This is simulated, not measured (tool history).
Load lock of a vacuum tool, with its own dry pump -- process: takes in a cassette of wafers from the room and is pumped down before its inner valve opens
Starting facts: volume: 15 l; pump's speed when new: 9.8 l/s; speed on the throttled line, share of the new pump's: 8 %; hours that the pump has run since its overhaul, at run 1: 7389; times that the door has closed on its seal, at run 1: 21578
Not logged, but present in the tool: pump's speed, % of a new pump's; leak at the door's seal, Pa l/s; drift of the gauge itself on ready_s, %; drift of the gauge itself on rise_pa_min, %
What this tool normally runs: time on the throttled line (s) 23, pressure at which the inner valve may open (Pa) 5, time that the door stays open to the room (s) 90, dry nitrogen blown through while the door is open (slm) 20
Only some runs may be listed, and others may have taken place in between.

run,hour,time on the throttled line (s),pressure at which the inner valve may open (Pa),time that the door stays open to the room (s),dry nitrogen blown through while the door is open (slm),hours that the pump has run since its overhaul,times that the door has closed on its seal,"incoming humidity of the room's air, %",time from the closed door until the inner valve may open (s),rise of the pressure with all valves shut (Pa/min)
1,0,23,5,90,20,7389,21578,42.7,39.3,0.142
2,417.6,23,5,90,20,7806,23457,44,39.5,0.153
3,895.9,23,5,90,20,8285,25608,47.1,39.4,0.173
4,1129.8,23,7,90,20,8519,26660,41.6,38.8,0.167
5,1402.7,23,5,90,20,8791,27888,43.5,39.7,0.183
6,1685.3,20,5,90,20,9074,29159,42.1,37.4,0.183
7,2088.9,44,5,90,20,9478,30975,44.3,59,0.213
# hour 2159.2: dry pump taken out, an overhauled one fitted
8,2560.1,23,5,90,20,401,33067,44.2,36.8,0.222
9,3044.9,23,5,90,20,886,35248,45.9,37,0.237
10,3493.6,23,5,90,13,1334,37266,45.2,36.9,0.254
11,3854.3,23,5,90,13,1695,38889,46.2,37.2,0.281
12,4272.3,23,5,90,13,2113,40769,45.3,37.7,0.293
13,4748.9,23,5,90,13,2590,42914,44,37.6,0.307
14,5222,32,5,90,20,3063,45042,43.3,45.7,0.315
15,5647.4,32,5,90,20,3488,46955,47.1,45.9,0.34
16,5875,32,5,90,20,3716,47979,44.9,46,0.345
17,6073,32,5,90,20,3914,48870,42.4,45.8,0.348
18,6531.5,32,4,90,44,4372,50932,46.4,46.6,0.356
19,6783.3,32,10,28,10,4624,52065,42.5,44.9,0.365
# hour 7034.4: door's seal changed, seat wiped
20,7074.4,32,10,28,10,4914,180,45.6,45,0.054
21,7327.4,35,6,116,7,5167,1318,42.6,49.2,0.087
22,7811.9,23,5,76,29,5651,3497,44.8,38.4,0.063
23,8216.9,23,5,76,29,6056,5319,45.8,38.6,0.066
24,8661.4,23,6,90,18,6501,7319,44.2,38.3,0.084
25,9095,23,6,90,18,6934,9269,47.7,38.5,0.094
26,9347.2,23,6,90,18,7186,10404,43.5,38.9,0.098
27,9615,23,6,90,18,7454,11608,46.7,38.7,0.104
28,9919.1,23,6,90,18,7758,12976,46.7,38.7,0.106
29,10346.6,23,5,59,20,8186,14900,48.8,39.8,0.111
30,10826.4,44,5,32,20,8666,17058,42.1,59.3,0.099
31,11161.6,23,8,90,20,9001,18566,42.3,38.9,0.124
32,11589.8,27,4,90,7,9429,20492,42.6,44.3,0.152
# hour 11705.2: dry pump taken out, an overhauled one fitted
33,12075.3,23,7,183,20,370,22649,46,36,0.174

Table of differences, measured result less the result of that run with no hidden state. Run-to-run variation is the same in both. Gauge scatter possibly is not:
run,time from the closed door until the inner valve may open (s),rise of the pressure with all valves shut (Pa/min)
1,+2.6,+0.082
2,+2.7,+0.093
3,+3,+0.104
4,+2.9,+0.111
5,+3.2,+0.118
6,+3.5,+0.127
7,+3.1,+0.144
8,+0.1,+0.159
9,+0.3,+0.174
10,+0.4,+0.185
11,+0.5,+0.204
12,+0.7,+0.218
13,+0.8,+0.236
14,+0.9,+0.256
15,+1.1,+0.275
16,+1.2,+0.283
17,+1.2,+0.29
18,+1.4,+0.311
19,+1.3,+0.324
20,+1.4,+0.003
21,+1.6,+0.005
22,+1.9,+0.01
23,+2.1,+0.015
24,+2.1,+0.02
25,+2.3,+0.027
26,+2.5,+0.032
27,+2.5,+0.036
28,+2.7,+0.041
29,+3,+0.05
30,+2.9,+0.059
31,+3.1,+0.064
32,+3.7,+0.077
33,+0.1,+0.088

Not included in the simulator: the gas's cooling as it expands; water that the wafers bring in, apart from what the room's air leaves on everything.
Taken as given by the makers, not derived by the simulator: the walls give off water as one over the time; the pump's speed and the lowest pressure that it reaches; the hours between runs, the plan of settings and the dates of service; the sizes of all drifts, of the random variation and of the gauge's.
